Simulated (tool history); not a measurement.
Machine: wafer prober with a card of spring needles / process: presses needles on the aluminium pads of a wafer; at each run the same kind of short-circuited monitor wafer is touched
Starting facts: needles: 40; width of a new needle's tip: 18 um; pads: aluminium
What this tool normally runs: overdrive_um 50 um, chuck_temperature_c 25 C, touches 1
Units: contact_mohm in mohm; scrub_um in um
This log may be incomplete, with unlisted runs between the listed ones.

Run 1, hour 0.0: usual settings. Result: contact_mohm 346 mohm, scrub_um 11.57 um.
At hour 8.4: tips cleaned on abrasive film.
Run 2, hour 28.8: usual settings. Result: contact_mohm 397 mohm, scrub_um 11.51 um.
At hour 47.0: tips cleaned on abrasive film.
Run 3, hour 65.4: usual settings. Result: contact_mohm 316 mohm, scrub_um 11.44 um.
At hour 83.1: tips cleaned on abrasive film.
Run 4, hour 96.5: usual settings but chuck_temperature_c 71 C. Result: contact_mohm 300 mohm, scrub_um 11.43 um.
At hour 120.5: tips cleaned on abrasive film.
Run 5, hour 127.7: usual settings but touches 2. Result: contact_mohm 225 mohm, scrub_um 11.45 um.
Run 6, hour 145.7: usual settings but touches 2. Result: contact_mohm 271 mohm, scrub_um 11.42 um.
At hour 159.9: tips cleaned on abrasive film.
At hour 168.8: tips cleaned on abrasive film, once more.
Run 7, hour 172.0: usual settings but overdrive_um 58 um, chuck_temperature_c 94 C, touches 2. Result: contact_mohm 201 mohm, scrub_um 13.26 um.
Run 8, hour 197.8: usual settings but overdrive_um 49 um, chuck_temperature_c 30 C, touches 2. Result: contact_mohm 286 mohm, scrub_um 11.15 um.
At hour 207.2: tips cleaned on abrasive film.
Run 9, hour 226.6: usual settings but overdrive_um 43 um. Result: contact_mohm 386 mohm, scrub_um 9.73 um.
At hour 244.5: tips cleaned on abrasive film.
Run 10, hour 247.4: usual settings but chuck_temperature_c 28 C, touches 2. Result: contact_mohm 197 mohm, scrub_um 11.33 um.
Run 11, hour 268.7: usual settings but overdrive_um 62 um, chuck_temperature_c 117 C, touches 2. Result: contact_mohm 243 mohm, scrub_um 14.17 um.

Measured minus without-hidden-state, run by run (identical run-to-run variation in each term; gauge scatter may differ):
The hidden state here: debris on the tips, nm; way that the needles fall short of the set height, um; tips' diameter, um; drift of the gauge itself on contact_mohm, %; drift of the gauge itself on scrub_um, %.
run  contact_mohm  scrub_um
  1          +175     -0.19
  2          +226     -0.28
  3          +145     -0.30
  4          +122     -0.32
  5           +57     -0.34
  6          +105     -0.34
  7           +22     -0.39
  8          +115     -0.38
  9          +214     -0.40
 10           +29     -0.43
 11           +59     -0.42
